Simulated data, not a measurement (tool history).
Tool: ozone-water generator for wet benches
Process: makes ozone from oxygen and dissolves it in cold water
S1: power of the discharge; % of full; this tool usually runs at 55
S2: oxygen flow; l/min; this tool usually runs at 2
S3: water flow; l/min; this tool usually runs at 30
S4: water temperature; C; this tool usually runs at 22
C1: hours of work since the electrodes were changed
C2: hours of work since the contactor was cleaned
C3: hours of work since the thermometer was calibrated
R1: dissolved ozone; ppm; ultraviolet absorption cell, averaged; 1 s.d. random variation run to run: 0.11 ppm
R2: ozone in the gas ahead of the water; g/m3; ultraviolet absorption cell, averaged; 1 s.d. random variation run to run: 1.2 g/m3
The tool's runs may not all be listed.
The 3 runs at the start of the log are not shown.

run,hour,S1,S2,S3,S4,C1,C2,C3,R1,R2
4,301.6,55,2,30,22,5569,3453,2310,8,192.4
5,478.7,55,2,30,22,5733,3617,2474,8,190.2
# hour 582: water thermometer calibrated
6,638.7,55,2,30,22,5881,3765,52,7.9,189.2
7,823.4,55,2,40,22,6051,3936,223,5.8,187.3
# hour 887.1: contactor cleaned
8,907.4,55,2,40,22,6126,19,297,6.3,188
9,1009.8,55,2.4,30,22,6220,114,392,8.5,170.3
10,1168.4,55,2.4,30,22,6367,260,539,8.8,171.5
11,1313.6,55,2,30,22,6502,395,673,8.2,185.6
12,1428.8,55,2,30,22,6608,501,780,8.2,187.3
13,1514,55,2,30,22,6687,580,859,8.2,183.8
14,1648,55,2,30,22,6811,704,983,8,185.2
15,1799.3,55,1.43,30,22,6951,844,1123,7.5,220.7
16,1937.4,55,1.43,30,22,7079,972,1251,7.3,221.2
17,2040,56,3.46,44,22,7174,1067,1346,6.5,137.9
18,2128.5,56,3.46,44,22,7256,1149,1428,6.5,137.8
19,2313.9,56,3.46,44,22,7428,1321,1599,6.1,138.5
20,2401.7,56,3.46,44,22,7509,1402,1681,6.3,137.2
21,2548.1,55,2.53,30,17,7644,1538,1816,8.6,160.8
22,2730.6,47,3.3,35,14,7813,1707,1985,7.6,127.3
23,2828.5,47,3.3,35,14,7904,1797,2076,7.4,125.6

Forecast run 24:
24,2985.4,47,3.07,35,27,8049,1942,2221,?,?

{"run 24": {"R1": 6.6, "R2": 131.4}}
If the tool had no hidden condition, the same run with the same run-to-run variation would have returned R1 7.9 ppm, R2 152.9 g/m3.
